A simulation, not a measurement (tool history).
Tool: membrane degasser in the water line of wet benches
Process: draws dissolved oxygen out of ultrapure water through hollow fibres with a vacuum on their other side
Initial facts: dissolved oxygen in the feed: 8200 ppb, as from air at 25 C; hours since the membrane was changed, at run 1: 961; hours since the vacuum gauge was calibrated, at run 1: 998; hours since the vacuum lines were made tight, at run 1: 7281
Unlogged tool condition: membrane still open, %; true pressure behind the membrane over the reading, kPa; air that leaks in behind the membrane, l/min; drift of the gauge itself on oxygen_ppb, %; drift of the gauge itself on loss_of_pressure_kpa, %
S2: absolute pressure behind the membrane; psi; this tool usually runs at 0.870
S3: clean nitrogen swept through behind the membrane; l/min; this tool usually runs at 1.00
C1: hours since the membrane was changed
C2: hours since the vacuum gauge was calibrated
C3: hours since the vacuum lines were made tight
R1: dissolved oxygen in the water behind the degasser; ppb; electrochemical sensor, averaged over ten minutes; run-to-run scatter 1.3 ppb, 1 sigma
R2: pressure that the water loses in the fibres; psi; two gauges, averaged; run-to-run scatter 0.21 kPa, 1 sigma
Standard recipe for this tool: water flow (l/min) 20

{"run": 1, "day": 0.0, "water flow (l/min)": 20, "S2": 0.87, "S3": 1.0, "C1": 961, "C2": 998, "C3": 7281, "R1": 133.8, "R2": 7.156}
{"run": 2, "day": 1.362, "water flow (l/min)": 15, "S2": 0.87, "S3": 1.0, "C1": 993, "C2": 1031, "C3": 7313, "R1": 101.5, "R2": 5.426}
{"run": 3, "day": 3.008, "water flow (l/min)": 20, "S2": 0.87, "S3": 1.0, "C1": 1033, "C2": 1071, "C3": 7353, "R1": 133.0, "R2": 7.253}
{"run": 4, "day": 4.388, "water flow (l/min)": 20, "S2": 0.87, "S3": 1.0, "C1": 1066, "C2": 1104, "C3": 7386, "R1": 133.9, "R2": 7.195}
{"run": 5, "day": 5.388, "water flow (l/min)": 15, "S2": 0.87, "S3": 1.0, "C1": 1090, "C2": 1128, "C3": 7410, "R1": 101.6, "R2": 5.435}
{"run": 6, "day": 6.212, "water flow (l/min)": 15, "S2": 0.87, "S3": 1.0, "C1": 1110, "C2": 1147, "C3": 7430, "R1": 102.7, "R2": 5.401}
{"run": 7, "day": 7.3, "water flow (l/min)": 20, "S2": 0.87, "S3": 0.53, "C1": 1136, "C2": 1174, "C3": 7456, "R1": 219.0, "R2": 7.188}
{"run": 8, "day": 9.054, "water flow (l/min)": 20, "S2": 0.87, "S3": 0.53, "C1": 1178, "C2": 1216, "C3": 7498, "R1": 222.0, "R2": 7.208}
{"run": 9, "day": 10.438, "water flow (l/min)": 20, "S2": 0.87, "S3": 0.53, "C1": 1211, "C2": 1249, "C3": 7531, "R1": 221.9, "R2": 7.192}
{"run": 10, "day": 12.321, "water flow (l/min)": 29, "S2": 1.416, "S3": 1.5, "C1": 1256, "C2": 1294, "C3": 7576, "R1": 304.5, "R2": 10.447}
{"run": 11, "day": 13.9, "water flow (l/min)": 14, "S2": 1.416, "S3": 1.5, "C1": 1294, "C2": 1332, "C3": 7614, "R1": 152.1, "R2": 5.026}
{"run": 12, "day": 15.662, "water flow (l/min)": 25, "S2": 0.87, "S3": 1.0, "C1": 1336, "C2": 1374, "C3": 7657, "R1": 170.1, "R2": 8.965}

Consider 5 possible next runs. They are alternatives, not a sequence: every one starts from the tool as it was left by run 12. What does each give?
{"run": "A", "day": 16.458, "water flow (l/min)": 29, "S2": 0.87, "S3": 1.0, "C1": 1356, "C2": 1393, "C3": 7676, "R1": "?", "R2": "?"}
{"run": "B", "day": 16.458, "water flow (l/min)": 14, "S2": 0.87, "S3": 1.0, "C1": 1356, "C2": 1393, "C3": 7676, "R1": "?", "R2": "?"}
{"run": "C", "day": 16.458, "water flow (l/min)": 14, "S2": 1.382, "S3": 1.45, "C1": 1356, "C2": 1393, "C3": 7676, "R1": "?", "R2": "?"}
{"run": "D", "day": 16.458, "water flow (l/min)": 29, "S2": 1.242, "S3": 0.41, "C1": 1356, "C2": 1393, "C3": 7676, "R1": "?", "R2": "?"}
{"run": "E", "day": 16.458, "water flow (l/min)": 21, "S2": 1.009, "S3": 2.41, "C1": 1356, "C2": 1393, "C3": 7676, "R1": "?", "R2": "?"}

run=A R1=206.8 R2=10.361
run=B R1=95.7 R2=5.021
run=C R1=154.1 R2=5.075
run=D R1=638.1 R2=10.463
run=E R1=90.3 R2=7.561
Without the tool's unlogged condition, the same runs would have read:
run=A R1=199.4 R2=10.285
run=B R1=89.3 R2=4.983
run=C R1=144.8 R2=5.037
run=D R1=637.0 R2=10.386
run=E R1=85.5 R2=7.504
